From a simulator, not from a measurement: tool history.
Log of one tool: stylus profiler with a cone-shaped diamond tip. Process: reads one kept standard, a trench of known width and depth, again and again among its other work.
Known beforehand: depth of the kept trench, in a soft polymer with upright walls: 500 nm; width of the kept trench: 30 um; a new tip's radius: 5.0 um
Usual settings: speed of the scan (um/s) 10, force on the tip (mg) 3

run	day	speed of the scan (um/s)	force on the tip (mg)	depth of the trench (angstrom)	width of the trench's floor (um)
1	0	10	3	5095.7	25.52
2	0.45	5	3	5095	25.52
3	0.788	5	3.18	5098.2	25.48
4	1.221	16	3.18	5098.5	25.43
5	1.958	16	5.31	5141.5	25.39
6	2.362	16	5.31	5137.4	25.4
7	3.096	16	5.31	5142.4	25.4
8	3.667	10	1.78	5067.7	25.42
9	4.35	10	3.11	5101.4	25.39
10	4.812	10	3.11	5098.2	25.39
11	5.375	10	3.11	5096.9	25.34
12	6.075	10	2.09	5075.2	25.34
13	6.554	10	2.09	5075	25.39
14	7.292	10	5.05	5135	25.39
15	8.021	3	3	5098	25.33
16	8.508	3	3	5100.3	25.36
17	8.938	3	3	5097.1	25.37
18	9.408	10	3	5097.6	25.3
19	9.946	10	3	5097.2	25.35
20	10.358	10	3	5096.2	25.32
21	11.125	10	1.65	5067.4	25.27
22	11.517	6	1.65	5068.1	25.29
23	11.996	10	1.42	5061.8	25.31
24	12.746	19	4.39	5123.8	25.18
25	13.325	29	3	5100.5	25.23
26	13.725	2	8.32	5188.6	25.32
27	14.321	30	4.27	5123.2	25.21
28	14.954	2	1.55	5062.6	25.25
29	15.7	2	1.55	5067	25.18
30	16.088	3	1.29	5058.2	25.21
31	16.512	26	3.14	5105.4	25.19
32	17.167	26	3.14	5104.2	25.14
33	17.904	10	8.04	5186	25.23
34	18.425	10	8.04	5184.8	25.23
35	19.067	10	8.04	5187.4	25.18
36	19.533	5	6.19	5157.5	25.21
37	20.279	5	6.19	5159.1	25.21
38	20.954	3	1.62	5071	25.2
39	21.321	5	7.4	5178.2	25.12
40	21.875	14	2.34	5086.8	25.11
41	22.308	2	3	5101.8	25.03
42	23.125	2	3	5102.2	25.11
43	23.479	2	8.83	5199.3	25.09
44	23.842	17	4.37	5127.4	25.11
45	24.275	17	4.37	5127.3	25.08
46	24.892	17	4.37	5128.9	25.04

Branching from run 46: 5 alternative next runs. What would each branch give?
A	25.396	11	1.19	?	?
B	25.396	15	1.36	?	?
C	25.396	17	8.84	?	?
D	25.396	7	2.8	?	?
E	25.396	10	4.37	?	?

run	depth of the trench (angstrom)	width of the trench's floor (um)
A	5057.8	25.03
B	5063.6	25.05
C	5200.6	25.07
D	5099.5	25.11
E	5129.6	25.1
Without the tool's hidden state the same runs would have given:
run	depth of the trench (angstrom)	width of the trench's floor (um)
A	5048.3	25.56
B	5054.1	25.58
C	5190.8	25.6
D	5089.9	25.64
E	5119.9	25.63

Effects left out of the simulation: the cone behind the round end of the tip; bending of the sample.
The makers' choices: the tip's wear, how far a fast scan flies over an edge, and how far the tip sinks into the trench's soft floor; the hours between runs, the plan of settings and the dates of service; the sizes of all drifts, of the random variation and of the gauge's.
